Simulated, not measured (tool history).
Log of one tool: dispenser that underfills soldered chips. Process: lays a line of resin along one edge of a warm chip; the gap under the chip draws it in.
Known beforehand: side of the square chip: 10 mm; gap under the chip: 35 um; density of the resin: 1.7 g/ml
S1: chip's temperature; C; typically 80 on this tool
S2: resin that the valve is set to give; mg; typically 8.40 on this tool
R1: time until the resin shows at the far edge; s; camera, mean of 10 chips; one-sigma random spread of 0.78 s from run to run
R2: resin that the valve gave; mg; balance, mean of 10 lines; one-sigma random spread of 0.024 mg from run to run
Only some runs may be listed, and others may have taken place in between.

run 1 hour=0.0 | S1=80 S2=8.40 | R1=127.2 R2=8.40
-- hour=0.8 new syringe of resin
run 2 hour=9.7 | S1=80 S2=8.40 | R1=112.2 R2=8.35
-- hour=14.0 new syringe of resin
run 3 hour=19.1 | S1=84 S2=8.40 | R1=84.1 R2=8.31
run 4 hour=23.7 | S1=84 S2=8.40 | R1=104.4 R2=8.27
-- hour=27.4 new syringe of resin
run 5 hour=29.8 | S1=80 S2=8.11 | R1=81.2 R2=7.96
run 6 hour=39.1 | S1=80 S2=8.11 | R1=125.6 R2=7.93
-- hour=40.7 new syringe of resin
run 7 hour=45.5 | S1=80 S2=10.12 | R1=87.2 R2=9.87
run 8 hour=49.9 | S1=80 S2=10.12 | R1=106.3 R2=9.85
-- hour=51.5 dispensing valve cleaned and set on the balance
-- hour=55.7 new syringe of resin
run 9 hour=58.6 | S1=80 S2=8.40 | R1=82.5 R2=8.33
run 10 hour=65.0 | S1=80 S2=8.40 | R1=110.9 R2=8.32
-- hour=69.0 new syringe of resin
run 11 hour=74.1 | S1=80 S2=8.40 | R1=93.3 R2=8.26
run 12 hour=80.8 | S1=80 S2=8.40 | R1=127.5 R2=8.31
-- hour=82.5 new syringe of resin
run 13 hour=85.5 | S1=80 S2=7.45 | R1=88.0 R2=7.32
-- hour=95.7 new syringe of resin
run 14 hour=96.1 | S1=80 S2=7.45 | R1=77.5 R2=7.29
run 15 hour=106.2 | S1=74 S2=8.40 | R1=145.0 R2=8.18
-- hour=109.2 new syringe of resin
-- hour=115.6 dispensing valve cleaned and set on the balance
run 16 hour=116.9 | S1=74 S2=8.40 | R1=119.5 R2=8.38
-- hour=123.7 new syringe of resin
run 17 hour=125.8 | S1=74 S2=8.40 | R1=96.4 R2=8.34
run 18 hour=136.1 | S1=70 S2=9.22 | R1=172.6 R2=9.11
-- hour=136.8 new syringe of resin
run 19 hour=141.4 | S1=69 S2=8.99 | R1=122.5 R2=8.87
-- hour=150.2 new syringe of resin
run 20 hour=150.2 | S1=82 S2=9.36 | R1=70.8 R2=9.24
run 21 hour=160.2 | S1=87 S2=7.77 | R1=99.8 R2=7.64
-- hour=163.4 new syringe of resin
run 22 hour=166.2 | S1=78 S2=7.51 | R1=89.0 R2=7.34
run 23 hour=174.8 | S1=69 S2=10.82 | R1=168.0 R2=10.55
-- hour=177.1 new syringe of resin
-- hour=179.6 dispensing valve cleaned and set on the balance
run 24 hour=184.2 | S1=69 S2=10.82 | R1=133.0 R2=10.80
-- hour=191.6 new syringe of resin
run 25 hour=193.0 | S1=90 S2=10.50 | R1=57.7 R2=10.47
run 26 hour=203.3 | S1=86 S2=10.50 | R1=103.7 R2=10.41
-- hour=205.5 new syringe of resin
run 27 hour=211.1 | S1=86 S2=10.50 | R1=77.8 R2=10.39
-- hour=218.9 new syringe of resin
run 28 hour=220.2 | S1=80 S2=8.52 | R1=79.2 R2=8.35
run 29 hour=228.4 | S1=94 S2=10.16 | R1=75.9 R2=10.00
-- hour=232.3 new syringe of resin
run 30 hour=233.6 | S1=91 S2=8.54 | R1=58.0 R2=8.38
-- hour=243.6 dispensing valve cleaned and set on the balance
run 31 hour=245.1 | S1=78 S2=8.70 | R1=133.0 R2=8.68
-- hour=247.2 new syringe of resin
run 32 hour=254.6 | S1=65 S2=7.56 | R1=171.7 R2=7.56
-- hour=260.9 new syringe of resin
run 33 hour=263.7 | S1=65 S2=7.56 | R1=135.6 R2=7.52
run 34 hour=272.7 | S1=65 S2=7.56 | R1=209.6 R2=7.47

Alternative continuations, all from the tool just after run 34; predict every row:
-- hour=274.5 new syringe of resin
run A hour=282.6 | S1=80 S2=7.51 | R1=? R2=?
-- hour=274.5 new syringe of resin
run B hour=282.6 | S1=80 S2=8.19 | R1=? R2=?
-- hour=274.5 new syringe of resin
run C hour=282.6 | S1=80 S2=9.71 | R1=? R2=?
-- hour=274.5 new syringe of resin
run D hour=282.6 | S1=80 S2=7.54 | R1=? R2=?

run=A R1=111.1 R2=7.38
run=B R1=107.6 R2=8.01
run=C R1=106.7 R2=9.55
run=D R1=110.7 R2=7.38
The same runs, with their run-to-run variation unchanged, on a tool lacking any hidden condition would have given:
run=A R1=74.2 R2=7.51
run=B R1=71.8 R2=8.15
run=C R1=71.4 R2=9.72
run=D R1=73.7 R2=7.51
